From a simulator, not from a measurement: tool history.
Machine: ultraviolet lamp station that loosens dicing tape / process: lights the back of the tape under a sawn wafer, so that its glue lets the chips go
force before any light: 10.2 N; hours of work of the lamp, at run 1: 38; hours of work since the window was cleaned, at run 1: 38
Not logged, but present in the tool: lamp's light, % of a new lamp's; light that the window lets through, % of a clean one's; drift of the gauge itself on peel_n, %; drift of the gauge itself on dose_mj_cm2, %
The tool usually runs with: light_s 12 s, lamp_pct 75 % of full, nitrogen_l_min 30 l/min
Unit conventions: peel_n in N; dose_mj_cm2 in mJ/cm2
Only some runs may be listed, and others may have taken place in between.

run   hour  light_s  lamp_pct  nitrogen_l_min  hours of work of the lamp  hours of work since the window was cleaned  peel_n  dose_mj_cm2
  1    0.0       12        75              30                         38                                          38   1.130          494
  2   17.7       21        75              30                         48                                          48   0.243          873
  3   27.2       21        92              30                         53                                          53   0.160         1068
  4   42.0       13        75              30                         62                                          62   0.934          529
  5   59.7       13        75              30                         72                                          72   0.926          531
  6   77.3       12        75              27                         81                                          81   1.202          485
  7   94.9       12        69              27                         91                                          91   1.419          446
  8  104.5       12        69              27                         97                                          97   1.428          442
     106.1  -- window cleaned of glue's vapour
  9  123.1       12        97              27                        107                                           9   0.730          619
 10  138.0        6        65              37                        115                                          18   3.897          204
 11  157.0       14        79              30                        126                                          28   0.761          573
     158.7  -- window cleaned of glue's vapour, once more
 12  168.5       16        91              30                        132                                           5   0.330          795
 13  180.6       22        71              48                        138                                          12   0.214          864
 14  196.4       17        77              48                        147                                          21   0.354          717
 15  213.7        9        66              30                        157                                          31   2.349          326

What if the next run were any one of these 5? Each begins from the tool's condition after run 15:
  A  229.6        9        66              10                        166                                          40       ?            ?
  B  229.6        6        66              18                        166                                          40       ?            ?
  C  229.6       15        66              44                        166                                          40       ?            ?
  D  229.6       23        76              15                        166                                          40       ?            ?
  E  229.6        9        62              30                        166                                          40       ?            ?

run  peel_n  dose_mj_cm2
  A   3.393          319
  B   4.308          212
  C   0.741          537
  D   0.341          941
  E   2.500          301
The same runs, with their run-to-run variation unchanged, on a tool lacking any hidden condition would have given:
run  peel_n  dose_mj_cm2
  A   3.214          335
  B   4.126          223
  C   0.659          564
  D   0.299          988
  E   2.336          316
